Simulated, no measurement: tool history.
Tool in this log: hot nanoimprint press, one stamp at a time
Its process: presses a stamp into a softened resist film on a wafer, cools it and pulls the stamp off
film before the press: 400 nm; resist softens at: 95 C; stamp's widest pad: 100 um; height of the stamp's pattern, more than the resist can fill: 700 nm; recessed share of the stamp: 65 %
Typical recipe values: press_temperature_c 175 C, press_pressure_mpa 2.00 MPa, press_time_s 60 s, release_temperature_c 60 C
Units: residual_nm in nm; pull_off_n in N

| run | hour | press_temperature_c | press_pressure_mpa | press_time_s | release_temperature_c | residual_nm | pull_off_n |
|---|---|---|---|---|---|---|---|
| 1 | 0.0 | 175 | 2.00 | 60 | 60 | 234.3 | 151 |
| 2 | 23.4 | 175 | 2.00 | 60 | 60 | 232.1 | 160 |
| 3 | 41.0 | 175 | 2.00 | 60 | 60 | 236.5 | 159 |
| 4 | 65.4 | 175 | 2.00 | 60 | 60 | 236.2 | 160 |
|  | 83.2 | plate thermocouple calibrated |
| 5 | 84.1 | 175 | 2.00 | 60 | 60 | 216.8 | 162 |
| 6 | 100.4 | 175 | 2.00 | 60 | 60 | 217.1 | 165 |
| 7 | 127.7 | 175 | 2.00 | 60 | 60 | 217.2 | 173 |
| 8 | 140.1 | 175 | 2.00 | 60 | 60 | 219.6 | 177 |
| 9 | 157.9 | 175 | 2.00 | 60 | 60 | 219.7 | 175 |
| 10 | 178.5 | 175 | 2.00 | 60 | 60 | 220.7 | 191 |
| 11 | 190.1 | 175 | 2.10 | 60 | 60 | 215.4 | 196 |
| 12 | 212.0 | 186 | 2.00 | 60 | 60 | 147.8 | 190 |
| 13 | 236.8 | 186 | 2.00 | 60 | 60 | 148.2 | 198 |
|  | 248.2 | stamp cleaned and given a new release coat |
| 14 | 258.4 | 175 | 2.00 | 60 | 60 | 223.8 | 125 |
| 15 | 270.8 | 175 | 2.00 | 31 | 60 | 264.1 | 134 |
| 16 | 282.9 | 175 | 2.00 | 31 | 60 | 267.1 | 134 |
| 17 | 303.0 | 165 | 2.00 | 31 | 60 | 343.2 | 139 |
| 18 | 317.6 | 165 | 2.00 | 31 | 60 | 341.7 | 144 |
| 19 | 331.9 | 167 | 1.64 | 31 | 60 | 345.7 | 148 |
| 20 | 354.5 | 167 | 2.57 | 62 | 60 | 264.8 | 153 |
| 21 | 379.0 | 167 | 2.57 | 62 | 60 | 261.7 | 160 |
| 22 | 398.5 | 170 | 2.00 | 60 | 60 | 270.7 | 163 |
| 23 | 420.5 | 170 | 2.00 | 60 | 60 | 270.4 | 166 |
| 24 | 442.9 | 170 | 2.00 | 60 | 60 | 269.9 | 172 |
| 25 | 470.3 | 170 | 2.00 | 60 | 60 | 269.7 | 182 |
| 26 | 490.6 | 170 | 2.00 | 60 | 60 | 273.2 | 186 |
| 27 | 503.2 | 183 | 1.69 | 67 | 60 | 183.0 | 189 |
| 28 | 515.2 | 165 | 2.81 | 43 | 62 | 298.8 | 188 |
| 29 | 541.8 | 165 | 2.81 | 43 | 62 | 299.2 | 185 |

Some steps in residual_nm between neighbouring runs. How much of each would the tool show without its hidden state too (settings, what came in, random variation), and how much is left for the hidden state, with any gauge scatter that isn't in both results?
Hidden state present: true temperature over the reading, C; pressure that arrives at the usual setting, %; grip of the stamp's worn release coat, % over a new coat's; drift of the gauge itself on residual_nm, %; drift of the gauge itself on pull_off_n, %.
Run 4 -> 5: plate thermocouple calibrated. residual_nm -19.4 nm: hidden state -19.1, all else -0.3.
Run 26 -> 27: press_temperature_c 170 -> 183, press_pressure_mpa 2.00 -> 1.69, press_time_s 60 -> 67. residual_nm -90.2 nm: hidden state -3.4, all else -86.8.
Run 27 -> 28: press_temperature_c 183 -> 165, press_pressure_mpa 1.69 -> 2.81, press_time_s 67 -> 43, release_temperature_c 60 -> 62. residual_nm +115.8 nm: hidden state +5.0, all else +110.8.
